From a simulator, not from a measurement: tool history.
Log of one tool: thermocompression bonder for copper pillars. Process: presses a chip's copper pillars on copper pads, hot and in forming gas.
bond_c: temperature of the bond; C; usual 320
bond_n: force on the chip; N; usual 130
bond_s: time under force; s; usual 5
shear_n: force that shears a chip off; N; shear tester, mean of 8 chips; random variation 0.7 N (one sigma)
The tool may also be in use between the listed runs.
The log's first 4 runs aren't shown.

{"run": 5, "hour": 100.3, "bond_c": 344, "bond_n": 130, "bond_s": 5, "shear_n": 62.3}
{"run": 6, "hour": 131.7, "bond_c": 344, "bond_n": 130, "bond_s": 5, "shear_n": 62.6}
{"run": 7, "hour": 149.4, "bond_c": 344, "bond_n": 130, "bond_s": 5, "shear_n": 62.7}
{"run": 8, "hour": 185.4, "bond_c": 344, "bond_n": 130, "bond_s": 5, "shear_n": 62.2}
{"run": 9, "hour": 202.6, "bond_c": 320, "bond_n": 130, "bond_s": 5, "shear_n": 47.9}
{"run": 10, "hour": 235.7, "bond_c": 320, "bond_n": 130, "bond_s": 5, "shear_n": 45.9}
{"run": 11, "hour": 275.5, "bond_c": 320, "bond_n": 130, "bond_s": 5, "shear_n": 47.4}
{"run": 12, "hour": 291.7, "bond_c": 320, "bond_n": 115, "bond_s": 5, "shear_n": 43.4}
{"run": 13, "hour": 309.0, "bond_c": 320, "bond_n": 130, "bond_s": 5, "shear_n": 46.4}
{"run": 14, "hour": 332.7, "bond_c": 320, "bond_n": 130, "bond_s": 5, "shear_n": 45.7}
{"run": 15, "hour": 355.7, "bond_c": 320, "bond_n": 130, "bond_s": 5, "shear_n": 46.5}
{"hour": 378.2, "done": "forming gas filter changed"}
{"run": 16, "hour": 395.6, "bond_c": 320, "bond_n": 130, "bond_s": 5, "shear_n": 52.3}
{"hour": 430.4, "done": "heater calibrated with a thermocouple chip"}
{"run": 17, "hour": 432.6, "bond_c": 320, "bond_n": 130, "bond_s": 5, "shear_n": 46.4}
{"run": 18, "hour": 472.4, "bond_c": 320, "bond_n": 130, "bond_s": 5, "shear_n": 46.8}
{"run": 19, "hour": 493.7, "bond_c": 320, "bond_n": 84, "bond_s": 5, "shear_n": 35.6}
{"run": 20, "hour": 531.6, "bond_c": 320, "bond_n": 84, "bond_s": 5, "shear_n": 36.9}
{"run": 21, "hour": 556.4, "bond_c": 320, "bond_n": 84, "bond_s": 5, "shear_n": 37.0}
{"run": 22, "hour": 574.7, "bond_c": 305, "bond_n": 105, "bond_s": 4, "shear_n": 30.9}
{"run": 23, "hour": 606.0, "bond_c": 305, "bond_n": 105, "bond_s": 4, "shear_n": 30.3}
{"run": 24, "hour": 634.0, "bond_c": 320, "bond_n": 116, "bond_s": 5, "shear_n": 43.2}
{"run": 25, "hour": 667.4, "bond_c": 305, "bond_n": 95, "bond_s": 5, "shear_n": 31.4}
{"run": 26, "hour": 696.5, "bond_c": 314, "bond_n": 128, "bond_s": 4, "shear_n": 37.1}
{"run": 27, "hour": 733.5, "bond_c": 327, "bond_n": 130, "bond_s": 3, "shear_n": 39.0}
{"run": 28, "hour": 755.2, "bond_c": 327, "bond_n": 130, "bond_s": 3, "shear_n": 39.1}
{"run": 29, "hour": 787.8, "bond_c": 327, "bond_n": 130, "bond_s": 3, "shear_n": 38.8}

Run 30 comes next. What will it give?
{"run": 30, "hour": 805.0, "bond_c": 327, "bond_n": 130, "bond_s": 3, "shear_n": "?"}

shear_n: 39.0 N
Without the tool's hidden state the same run would have given shear_n 44.3 N.

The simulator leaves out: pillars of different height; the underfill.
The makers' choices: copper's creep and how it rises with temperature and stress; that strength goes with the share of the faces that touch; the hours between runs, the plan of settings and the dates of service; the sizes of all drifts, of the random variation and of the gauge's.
